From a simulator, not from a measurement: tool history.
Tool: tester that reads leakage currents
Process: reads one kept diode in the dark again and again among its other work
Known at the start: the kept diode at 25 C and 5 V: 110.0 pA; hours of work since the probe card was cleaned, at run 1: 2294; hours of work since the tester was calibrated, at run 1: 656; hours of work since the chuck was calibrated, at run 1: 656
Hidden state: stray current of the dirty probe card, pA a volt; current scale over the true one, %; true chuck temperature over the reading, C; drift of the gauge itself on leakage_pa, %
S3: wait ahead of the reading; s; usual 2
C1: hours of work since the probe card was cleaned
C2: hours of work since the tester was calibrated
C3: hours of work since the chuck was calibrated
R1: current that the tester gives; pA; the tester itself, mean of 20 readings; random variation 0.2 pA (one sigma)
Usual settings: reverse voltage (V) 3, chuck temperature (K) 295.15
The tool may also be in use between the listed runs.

run 1 hour=0 | reverse_voltage_(V)=3 chuck_temperature_(K)=295.15 S3=2 | C1=2294 C2=656 C3=656 | R1=72.22
run 2 hour=190.1 | reverse_voltage_(V)=3 chuck_temperature_(K)=295.15 S3=2 | C1=2409 C2=772 C3=772 | R1=73.07
run 3 hour=291 | reverse_voltage_(V)=3 chuck_temperature_(K)=319.15 S3=2 | C1=2470 C2=833 C3=833 | R1=386.15
run 4 hour=435.5 | reverse_voltage_(V)=3 chuck_temperature_(K)=295.15 S3=2 | C1=2558 C2=921 C3=921 | R1=73.53
run 5 hour=596 | reverse_voltage_(V)=3 chuck_temperature_(K)=295.15 S3=2 | C1=2656 C2=1019 C3=1019 | R1=74.16
run 6 hour=740.8 | reverse_voltage_(V)=1.09 chuck_temperature_(K)=295.15 S3=2 | C1=2744 C2=1106 C3=1106 | R1=41.16
run 7 hour=874.3 | reverse_voltage_(V)=3 chuck_temperature_(K)=326.15 S3=2 | C1=2825 C2=1188 C3=1188 | R1=618.91
-- hour=913.4 probe card cleaned and baked
run 8 hour=1001.5 | reverse_voltage_(V)=3 chuck_temperature_(K)=326.15 S3=2 | C1=54 C2=1263 C3=1263 | R1=611.6
run 9 hour=1203.7 | reverse_voltage_(V)=3 chuck_temperature_(K)=322.15 S3=2 | C1=176 C2=1386 C3=1386 | R1=475.55
run 10 hour=1297.3 | reverse_voltage_(V)=3 chuck_temperature_(K)=295.15 S3=2 | C1=233 C2=1443 C3=1443 | R1=70.56
run 11 hour=1471.3 | reverse_voltage_(V)=3 chuck_temperature_(K)=295.15 S3=2.56 | C1=339 C2=1548 C3=1548 | R1=71.29
run 12 hour=1661.4 | reverse_voltage_(V)=3 chuck_temperature_(K)=295.15 S3=2.56 | C1=454 C2=1664 C3=1664 | R1=71.86
run 13 hour=1858.5 | reverse_voltage_(V)=3 chuck_temperature_(K)=314.15 S3=2 | C1=574 C2=1784 C3=1784 | R1=283.6
run 14 hour=2000.1 | reverse_voltage_(V)=3 chuck_temperature_(K)=314.15 S3=0.46 | C1=660 C2=1870 C3=1870 | R1=285.93
run 15 hour=2094.2 | reverse_voltage_(V)=3 chuck_temperature_(K)=314.15 S3=0.46 | C1=717 C2=1927 C3=1927 | R1=288.66
run 16 hour=2256.4 | reverse_voltage_(V)=3 chuck_temperature_(K)=314.15 S3=0.46 | C1=816 C2=2025 C3=2025 | R1=287.33
run 17 hour=2350 | reverse_voltage_(V)=3 chuck_temperature_(K)=295.15 S3=5.67 | C1=873 C2=2082 C3=2082 | R1=74.24
run 18 hour=2469.8 | reverse_voltage_(V)=3 chuck_temperature_(K)=295.15 S3=2 | C1=945 C2=2155 C3=2155 | R1=74.61
-- hour=2523 tester calibrated
-- hour=2553.4 chuck's temperature calibrated
run 19 hour=2594.3 | reverse_voltage_(V)=3 chuck_temperature_(K)=295.15 S3=2 | C1=1019 C2=42 C3=25 | R1=67.54
run 20 hour=2702 | reverse_voltage_(V)=3 chuck_temperature_(K)=295.15 S3=2 | C1=1084 C2=108 C3=90 | R1=68.15
run 21 hour=2895.3 | reverse_voltage_(V)=16.14 chuck_temperature_(K)=325.15 S3=1.27 | C1=1201 C2=225 C3=208 | R1=1430.72
run 22 hour=3085.8 | reverse_voltage_(V)=3.42 chuck_temperature_(K)=295.15 S3=2 | C1=1317 C2=341 C3=323 | R1=74.81
run 23 hour=3258.4 | reverse_voltage_(V)=10.67 chuck_temperature_(K)=333.15 S3=2 | C1=1422 C2=445 C3=428 | R1=1872.18
run 24 hour=3409.4 | reverse_voltage_(V)=6.65 chuck_temperature_(K)=295.15 S3=0.34 | C1=1514 C2=537 C3=520 | R1=114.51
run 25 hour=3517.7 | reverse_voltage_(V)=6.65 chuck_temperature_(K)=295.15 S3=0.34 | C1=1579 C2=603 C3=586 | R1=114.52
run 26 hour=3631.3 | reverse_voltage_(V)=6.65 chuck_temperature_(K)=295.15 S3=0.34 | C1=1648 C2=672 C3=655 | R1=116.03
run 27 hour=3801.8 | reverse_voltage_(V)=3 chuck_temperature_(K)=303.15 S3=0.93 | C1=1752 C2=776 C3=758 | R1=128.16
run 28 hour=3928.7 | reverse_voltage_(V)=15.13 chuck_temperature_(K)=295.15 S3=2.38 | C1=1829 C2=853 C3=835 | R1=186.54
run 29 hour=4084.6 | reverse_voltage_(V)=4.55 chuck_temperature_(K)=295.15 S3=2.38 | C1=1924 C2=947 C3=930 | R1=93.02
run 30 hour=4218.3 | reverse_voltage_(V)=8.05 chuck_temperature_(K)=295.15 S3=2.38 | C1=2005 C2=1028 C3=1011 | R1=130.18
run 31 hour=4304.2 | reverse_voltage_(V)=1.23 chuck_temperature_(K)=326.15 S3=1.76 | C1=2057 C2=1081 C3=1063 | R1=374.47
run 32 hour=4461.3 | reverse_voltage_(V)=1.23 chuck_temperature_(K)=326.15 S3=1.76 | C1=2153 C2=1176 C3=1159 | R1=375.65
run 33 hour=4570.1 | reverse_voltage_(V)=1.23 chuck_temperature_(K)=326.15 S3=1.76 | C1=2219 C2=1242 C3=1225 | R1=377.76
run 34 hour=4722.3 | reverse_voltage_(V)=1.23 chuck_temperature_(K)=326.15 S3=1.76 | C1=2311 C2=1335 C3=1317 | R1=378.84
run 35 hour=4840.3 | reverse_voltage_(V)=5.49 chuck_temperature_(K)=304.15 S3=6.52 | C1=2383 C2=1406 C3=1389 | R1=200.22
run 36 hour=5004 | reverse_voltage_(V)=2.34 chuck_temperature_(K)=315.15 S3=0.37 | C1=2482 C2=1506 C3=1489 | R1=266.83
run 37 hour=5179 | reverse_voltage_(V)=3.55 chuck_temperature_(K)=302.15 S3=0.65 | C1=2589 C2=1612 C3=1595 | R1=138.11
run 38 hour=5329 | reverse_voltage_(V)=1.56 chuck_temperature_(K)=310.15 S3=7.87 | C1=2680 C2=1703 C3=1686 | R1=151.88

4 ways to go on from here, each from the tool as it stands after run 38. What would each give?
run A hour=5499.1 | reverse_voltage_(V)=1.47 chuck_temperature_(K)=295.15 S3=9.93 | C1=2783 C2=1806 C3=1789 | R1=?
run B hour=5499.1 | reverse_voltage_(V)=13.67 chuck_temperature_(K)=295.15 S3=2 | C1=2783 C2=1806 C3=1789 | R1=?
run C hour=5499.1 | reverse_voltage_(V)=8.99 chuck_temperature_(K)=295.15 S3=5.25 | C1=2783 C2=1806 C3=1789 | R1=?
run D hour=5499.1 | reverse_voltage_(V)=2.95 chuck_temperature_(K)=295.15 S3=2 | C1=2783 C2=1806 C3=1789 | R1=?

run=A R1=50.46
run=B R1=192.44
run=C R1=148.51
run=D R1=76.08
Without the tool's hidden state the same runs would have given:
run=A R1=44
run=B R1=153.78
run=C R1=121.35
run=D R1=65.07
